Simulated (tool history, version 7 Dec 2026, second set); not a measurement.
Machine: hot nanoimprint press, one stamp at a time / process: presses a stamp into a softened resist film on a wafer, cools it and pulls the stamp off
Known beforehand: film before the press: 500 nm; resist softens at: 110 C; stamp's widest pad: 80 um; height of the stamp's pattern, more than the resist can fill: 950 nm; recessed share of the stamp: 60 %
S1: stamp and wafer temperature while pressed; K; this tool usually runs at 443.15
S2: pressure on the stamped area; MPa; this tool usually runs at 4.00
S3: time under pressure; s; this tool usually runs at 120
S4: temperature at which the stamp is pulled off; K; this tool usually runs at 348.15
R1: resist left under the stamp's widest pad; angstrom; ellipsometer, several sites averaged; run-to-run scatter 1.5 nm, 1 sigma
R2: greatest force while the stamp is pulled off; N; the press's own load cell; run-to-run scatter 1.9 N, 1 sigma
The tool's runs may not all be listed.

run 1 hour=0.0 | S1=443.15 S2=4.00 S3=120 S4=348.15 | R1=2345 R2=172
-- hour=9.8 stamp cleaned and given a new release coat
run 2 hour=23.1 | S1=443.15 S2=4.00 S3=120 S4=348.15 | R1=2373 R2=150
run 3 hour=33.4 | S1=443.15 S2=4.00 S3=120 S4=348.15 | R1=2376 R2=153
run 4 hour=44.0 | S1=443.15 S2=4.00 S3=120 S4=348.15 | R1=2376 R2=152
run 5 hour=62.3 | S1=443.15 S2=4.00 S3=120 S4=348.15 | R1=2350 R2=152
run 6 hour=78.7 | S1=443.15 S2=4.00 S3=120 S4=348.15 | R1=2383 R2=154
run 7 hour=95.5 | S1=443.15 S2=4.00 S3=120 S4=348.15 | R1=2373 R2=151
run 8 hour=108.2 | S1=443.15 S2=4.24 S3=120 S4=348.15 | R1=2282 R2=152
run 9 hour=130.4 | S1=443.15 S2=4.24 S3=107 S4=348.15 | R1=2369 R2=153
run 10 hour=152.0 | S1=443.15 S2=4.24 S3=107 S4=348.15 | R1=2370 R2=153
run 11 hour=161.5 | S1=443.15 S2=4.24 S3=141 S4=348.15 | R1=2172 R2=155
run 12 hour=182.8 | S1=440.15 S2=4.24 S3=84 S4=349.15 | R1=2709 R2=156
run 13 hour=195.1 | S1=446.15 S2=3.97 S3=98 S4=334.15 | R1=2344 R2=198
run 14 hour=217.8 | S1=446.15 S2=3.97 S3=98 S4=334.15 | R1=2319 R2=198
run 15 hour=228.0 | S1=454.15 S2=5.65 S3=92 S4=351.15 | R1=1581 R2=149
run 16 hour=248.9 | S1=454.15 S2=5.65 S3=92 S4=351.15 | R1=1550 R2=149
run 17 hour=266.3 | S1=442.15 S2=3.70 S3=141 S4=345.15 | R1=2376 R2=166
run 18 hour=282.5 | S1=443.15 S2=2.69 S3=120 S4=334.15 | R1=2910 R2=200

Run 19 has not been measured yet. What should we expect?
run 19 hour=300.6 | S1=443.15 S2=2.69 S3=120 S4=334.15 | R1=? R2=?

For run 19 the tool returned R1 2880 angstrom, R2 209 N.
Had the tool carried no hidden state, the very same run would have given R1 2983 angstrom, R2 200 N.
